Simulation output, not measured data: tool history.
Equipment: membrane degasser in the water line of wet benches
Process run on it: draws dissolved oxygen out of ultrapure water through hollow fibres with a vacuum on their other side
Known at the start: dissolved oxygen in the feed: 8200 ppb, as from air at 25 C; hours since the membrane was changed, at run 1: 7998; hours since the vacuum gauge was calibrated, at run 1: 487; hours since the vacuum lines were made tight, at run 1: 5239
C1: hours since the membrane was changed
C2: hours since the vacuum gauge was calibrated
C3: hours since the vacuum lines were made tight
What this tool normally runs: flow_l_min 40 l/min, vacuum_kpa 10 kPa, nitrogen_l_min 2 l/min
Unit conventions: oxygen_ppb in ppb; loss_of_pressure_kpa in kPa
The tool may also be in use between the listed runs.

Run 1, day 0: usual settings; C1 7998; C2 487; C3 5239. Result: oxygen_ppb 461.3 ppb, loss_of_pressure_kpa 28.15 kPa.
Run 2, day 7.383: usual settings but nitrogen_l_min 1.97 l/min; C1 8176; C2 664; C3 5416. Result: oxygen_ppb 465.1 ppb, loss_of_pressure_kpa 27.86 kPa.
Run 3, day 13.771: usual settings but flow_l_min 53 l/min, nitrogen_l_min 1.97 l/min; C1 8329; C2 818; C3 5570. Result: oxygen_ppb 650.4 ppb, loss_of_pressure_kpa 37.05 kPa.
Run 4, day 22.067: usual settings but flow_l_min 53 l/min, nitrogen_l_min 1.97 l/min; C1 8528; C2 1017; C3 5769. Result: oxygen_ppb 650.9 ppb, loss_of_pressure_kpa 36.94 kPa.
Run 5, day 27.521: usual settings; C1 8659; C2 1148; C3 5900. Result: oxygen_ppb 467.8 ppb, loss_of_pressure_kpa 27.82 kPa.
Run 6, day 37.321: usual settings; C1 8894; C2 1383; C3 6135. Result: oxygen_ppb 466.5 ppb, loss_of_pressure_kpa 27.98 kPa.
Run 7, day 43.15: usual settings; C1 9034; C2 1523; C3 6275. Result: oxygen_ppb 469.6 ppb, loss_of_pressure_kpa 28.03 kPa.
Run 8, day 52.175: usual settings; C1 9251; C2 1739; C3 6491. Result: oxygen_ppb 470.5 ppb, loss_of_pressure_kpa 27.69 kPa.
At day 53.025: vacuum gauge calibrated.
Run 9, day 58.938: usual settings but flow_l_min 32 l/min, vacuum_kpa 7.4 kPa, nitrogen_l_min 1.23 l/min; C1 9412; C2 142; C3 6653. Result: oxygen_ppb 356.6 ppb, loss_of_pressure_kpa 22.34 kPa.
Run 10, day 65.117: usual settings but flow_l_min 32 l/min, vacuum_kpa 7.4 kPa, nitrogen_l_min 1.23 l/min; C1 9561; C2 290; C3 6802. Result: oxygen_ppb 353.5 ppb, loss_of_pressure_kpa 22.35 kPa.
At day 68.483: vacuum gauge calibrated, once more.
Run 11, day 69.296: usual settings but flow_l_min 57 l/min, vacuum_kpa 14.8 kPa, nitrogen_l_min 2.9 l/min; C1 9661; C2 20; C3 6901. Result: oxygen_ppb 792.2 ppb, loss_of_pressure_kpa 39.67 kPa.
Run 12, day 75.458: usual settings but vacuum_kpa 17.1 kPa, nitrogen_l_min 0.9 l/min; C1 9808; C2 167; C3 7049. Result: oxygen_ppb 1233.3 ppb, loss_of_pressure_kpa 27.72 kPa.
Run 13, day 83.617: usual settings but vacuum_kpa 17.1 kPa, nitrogen_l_min 0.9 l/min; C1 10004; C2 363; C3 7245. Result: oxygen_ppb 1243.4 ppb, loss_of_pressure_kpa 27.71 kPa.
Run 14, day 87.988: usual settings but flow_l_min 36 l/min, vacuum_kpa 7.6 kPa, nitrogen_l_min 2.83 l/min; C1 10109; C2 468; C3 7350. Result: oxygen_ppb 282.7 ppb, loss_of_pressure_kpa 24.96 kPa.
Run 15, day 93.154: usual settings but nitrogen_l_min 2.3 l/min; C1 10233; C2 592; C3 7474. Result: oxygen_ppb 444.3 ppb, loss_of_pressure_kpa 27.93 kPa.

A few steps of oxygen_ppb between consecutive runs. Split each: what settings, incoming material and random variation would produce without the hidden state, and what is left over for the hidden state, along with gauge scatter present in only one of the two compared results (measured, and without hidden state):
The hidden state here: membrane still open, %; true pressure behind the membrane over the reading, kPa; air that leaks in behind the membrane, l/min; drift of the gauge itself on oxygen_ppb, %; drift of the gauge itself on loss_of_pressure_kpa, %.
Run 11 -> 12: flow_l_min 57 -> 40, vacuum_kpa 14.8 -> 17.1, nitrogen_l_min 2.9 -> 0.9. oxygen_ppb +441.1 ppb: hidden state -13.3, all else +454.4.
Run 13 -> 14: flow_l_min 40 -> 36, vacuum_kpa 17.1 -> 7.6, nitrogen_l_min 0.9 -> 2.83. oxygen_ppb -960.7 ppb: hidden state +1.7, all else -962.4.
